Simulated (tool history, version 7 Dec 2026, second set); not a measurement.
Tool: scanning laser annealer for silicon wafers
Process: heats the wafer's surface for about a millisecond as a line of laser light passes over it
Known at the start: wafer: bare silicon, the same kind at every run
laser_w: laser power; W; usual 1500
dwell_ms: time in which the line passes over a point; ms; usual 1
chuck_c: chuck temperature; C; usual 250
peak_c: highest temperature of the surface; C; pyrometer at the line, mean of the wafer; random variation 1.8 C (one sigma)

| run | hour | laser_w | dwell_ms | chuck_c | peak_c |
|---|---|---|---|---|---|
| 1 | 0 | 1500 | 1 | 250 | 1001 |
| 2 | 26.8 | 1500 | 1 | 246 | 995 |
| 3 | 55.5 | 1500 | 1 | 246 | 998 |
| 4 | 71.7 | 1500 | 1 | 246 | 998 |
| 5 | 101.1 | 1500 | 1 | 246 | 993 |
| 6 | 119.6 | 1500 | 1 | 270 | 1016 |
| 7 | 149.4 | 1500 | 1 | 250 | 999 |
| 8 | 174.3 | 1500 | 1 | 250 | 999 |
| 9 | 194.9 | 1316 | 1 | 250 | 903 |
| 10 | 220.6 | 1500 | 1 | 250 | 997 |
| 11 | 254.7 | 1500 | 1 | 250 | 995 |
| 12 | 271.9 | 1500 | 1 | 250 | 994 |
| 13 | 304.6 | 1500 | 1 | 250 | 995 |
| 14 | 335.5 | 1500 | 1 | 250 | 997 |
| 15 | 357.2 | 1529 | 0.94 | 216 | 954 |
| 16 | 381.5 | 1332 | 0.94 | 225 | 865 |
| 17 | 406.4 | 1332 | 0.94 | 225 | 866 |
| 18 | 439.7 | 1308 | 1 | 223 | 868 |
| 19 | 462 | 1477 | 0.94 | 246 | 955 |
| 20 | 492.9 | 1611 | 1 | 239 | 1037 |
| 21 | 511.3 | 1611 | 1 | 239 | 1039 |
| 22 | 525.8 | 1611 | 1 | 239 | 1038 |
| 23 | 550 | 1611 | 1 | 239 | 1037 |

Run 24 comes next. What will it give?
| 24 | 577.9 | 1473 | 1 | 250 | ? |

Run 24 gave peak_c 978 C.
Without the tool's hidden state the same run would have given peak_c 1006 C.

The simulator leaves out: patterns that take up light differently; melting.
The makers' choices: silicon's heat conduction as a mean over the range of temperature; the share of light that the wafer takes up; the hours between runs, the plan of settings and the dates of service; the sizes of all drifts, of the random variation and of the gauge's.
